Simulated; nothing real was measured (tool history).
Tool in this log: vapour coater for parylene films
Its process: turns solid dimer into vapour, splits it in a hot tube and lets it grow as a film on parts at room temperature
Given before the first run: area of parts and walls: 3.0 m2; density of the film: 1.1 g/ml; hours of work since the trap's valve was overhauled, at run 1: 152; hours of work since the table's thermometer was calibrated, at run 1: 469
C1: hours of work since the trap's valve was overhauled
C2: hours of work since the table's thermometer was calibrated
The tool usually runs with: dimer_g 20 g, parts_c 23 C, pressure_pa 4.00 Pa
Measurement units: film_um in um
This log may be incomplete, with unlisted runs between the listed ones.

Run 1, hour 0.0: usual settings; C1 152; C2 469. Result: film_um 3.65 um.
Run 2, hour 22.6: usual settings; C1 163; C2 480. Result: film_um 3.63 um.
Run 3, hour 46.2: usual settings but parts_c 18 C; C1 174; C2 492. Result: film_um 4.43 um.
Run 4, hour 82.5: usual settings but pressure_pa 4.25 Pa; C1 192; C2 509. Result: film_um 3.65 um.
Run 5, hour 100.7: usual settings but pressure_pa 2.59 Pa; C1 201; C2 518. Result: film_um 3.84 um.
Run 6, hour 116.8: usual settings but pressure_pa 9.26 Pa; C1 208; C2 526. Result: film_um 3.32 um.
Run 7, hour 140.4: usual settings but pressure_pa 9.26 Pa; C1 220; C2 538. Result: film_um 3.45 um.
Run 8, hour 169.1: usual settings but pressure_pa 9.26 Pa; C1 234; C2 552. Result: film_um 3.32 um.
Run 9, hour 199.9: usual settings but pressure_pa 5.10 Pa; C1 249; C2 567. Result: film_um 3.62 um.
Run 10, hour 231.8: usual settings but pressure_pa 11.98 Pa; C1 264; C2 582. Result: film_um 3.26 um.
Run 11, hour 261.5: usual settings but pressure_pa 11.98 Pa; C1 279; C2 597. Result: film_um 3.23 um.
Run 12, hour 291.9: usual settings but pressure_pa 11.98 Pa; C1 294; C2 611. Result: film_um 3.30 um.
Run 13, hour 320.3: usual settings but pressure_pa 11.98 Pa; C1 308; C2 625. Result: film_um 3.30 um.
Run 14, hour 339.5: usual settings but pressure_pa 2.50 Pa; C1 317; C2 634. Result: film_um 3.81 um.
Run 15, hour 365.0: usual settings but pressure_pa 2.50 Pa; C1 329; C2 647. Result: film_um 3.83 um.
Run 16, hour 393.7: usual settings but dimer_g 35 g; C1 343; C2 661. Result: film_um 6.41 um.
Run 17, hour 416.1: usual settings but dimer_g 35 g; C1 354; C2 672. Result: film_um 6.48 um.
Run 18, hour 447.9: usual settings but dimer_g 35 g; C1 370; C2 687. Result: film_um 6.44 um.
Run 19, hour 486.5: usual settings but dimer_g 35 g; C1 388; C2 706. Result: film_um 6.50 um.
Run 20, hour 509.3: usual settings but pressure_pa 2.33 Pa; C1 400; C2 717. Result: film_um 3.89 um.
Run 21, hour 536.4: usual settings but pressure_pa 2.33 Pa; C1 413; C2 730. Result: film_um 3.86 um.
Run 22, hour 559.5: usual settings but dimer_g 14 g; C1 424; C2 742. Result: film_um 2.60 um.
At hour 596.4: trap's valve overhauled.
Run 23, hour 600.4: usual settings but dimer_g 14 g; C1 2; C2 760. Result: film_um 2.58 um.
Run 24, hour 630.8: usual settings but dimer_g 31 g, parts_c 29 C, pressure_pa 10.04 Pa; C1 17; C2 774. Result: film_um 4.09 um.
Run 25, hour 669.5: usual settings but dimer_g 8 g, parts_c 19 C, pressure_pa 10.04 Pa; C1 36; C2 793. Result: film_um 1.55 um.
Run 26, hour 703.1: usual settings but dimer_g 8 g, parts_c 34 C, pressure_pa 10.04 Pa; C1 52; C2 810. Result: film_um 0.86 um.
Run 27, hour 725.3: usual settings but dimer_g 11 g, parts_c 15 C, pressure_pa 3.41 Pa; C1 63; C2 820. Result: film_um 2.81 um.
Run 28, hour 762.2: usual settings but dimer_g 11 g; C1 81; C2 838. Result: film_um 2.04 um.
Run 29, hour 798.0: usual settings but dimer_g 35 g, parts_c 15 C; C1 98; C2 856. Result: film_um 8.76 um.
Run 30, hour 833.1: usual settings but dimer_g 28 g, parts_c 19 C, pressure_pa 8.85 Pa; C1 115; C2 873. Result: film_um 5.52 um.
Run 31, hour 865.3: usual settings but parts_c 27 C, pressure_pa 3.02 Pa; C1 131; C2 889. Result: film_um 3.26 um.
Run 32, hour 896.4: usual settings but parts_c 27 C, pressure_pa 3.02 Pa; C1 146; C2 904. Result: film_um 3.25 um.
Run 33, hour 928.1: usual settings but parts_c 27 C, pressure_pa 3.02 Pa; C1 161; C2 919. Result: film_um 3.24 um.
Run 34, hour 948.1: usual settings but dimer_g 11 g, parts_c 16 C, pressure_pa 3.71 Pa; C1 171; C2 929. Result: film_um 2.69 um.
Run 35, hour 984.4: usual settings but dimer_g 36 g, pressure_pa 8.51 Pa; C1 189; C2 946. Result: film_um 6.15 um.
Run 36, hour 1013.2: usual settings but dimer_g 36 g, pressure_pa 8.51 Pa; C1 203; C2 961. Result: film_um 6.14 um.
Run 37, hour 1049.5: usual settings but dimer_g 8 g, parts_c 20 C, pressure_pa 2.74 Pa; C1 221; C2 978. Result: film_um 1.71 um.
Run 38, hour 1086.2: usual settings but dimer_g 23 g, parts_c 17 C, pressure_pa 9.36 Pa; C1 238; C2 996. Result: film_um 4.77 um.
Run 39, hour 1119.9: usual settings but dimer_g 15 g, pressure_pa 2.06 Pa; C1 255; C2 1012. Result: film_um 2.94 um.
At hour 1123.1: table's thermometer calibrated.
Run 40, hour 1154.7: usual settings but dimer_g 16 g, parts_c 29 C, pressure_pa 2.44 Pa; C1 271; C2 15. Result: film_um 2.43 um.
Run 41, hour 1191.4: usual settings but dimer_g 16 g, parts_c 29 C, pressure_pa 2.44 Pa; C1 289; C2 33. Result: film_um 2.46 um.
Run 42, hour 1228.7: usual settings but dimer_g 13 g, parts_c 29 C, pressure_pa 2.44 Pa; C1 307; C2 51. Result: film_um 2.03 um.
Run 43, hour 1262.8: usual settings but pressure_pa 3.42 Pa; C1 324; C2 68. Result: film_um 3.65 um.
Run 44, hour 1289.8: usual settings but pressure_pa 3.42 Pa; C1 337; C2 81. Result: film_um 3.75 um.
Run 45, hour 1309.8: usual settings but dimer_g 24 g, parts_c 30 C, pressure_pa 4.39 Pa; C1 347; C2 91. Result: film_um 3.33 um.
Run 46, hour 1330.7: usual settings but dimer_g 24 g, parts_c 30 C, pressure_pa 4.39 Pa; C1 357; C2 101. Result: film_um 3.34 um.

Alternative continuations, all from the tool just after run 46; predict every row:
Run A, hour 1365.8: usual settings but dimer_g 25 g, parts_c 30 C, pressure_pa 4.39 Pa; C1 374; C2 118. Result: film_um ?.
Run B, hour 1365.8: usual settings but parts_c 20 C; C1 374; C2 118. Result: film_um ?.
Run C, hour 1365.8: usual settings but dimer_g 31 g; C1 374; C2 118. Result: film_um ?.
Run D, hour 1365.8: usual settings but dimer_g 24 g, parts_c 24 C, pressure_pa 4.39 Pa; C1 374; C2 118. Result: film_um ?.
Run E, hour 1365.8: usual settings but dimer_g 24 g, parts_c 30 C, pressure_pa 4.39 Pa; C1 374; C2 118. Result: film_um ?.

run  film_um
  A     3.44
  B     4.14
  C     5.58
  D     4.15
  E     3.35
With the hidden condition removed and each run's random variation left untouched, the same runs would have given:
run  film_um
  A     3.46
  B     4.17
  C     5.61
  D     4.17
  E     3.37
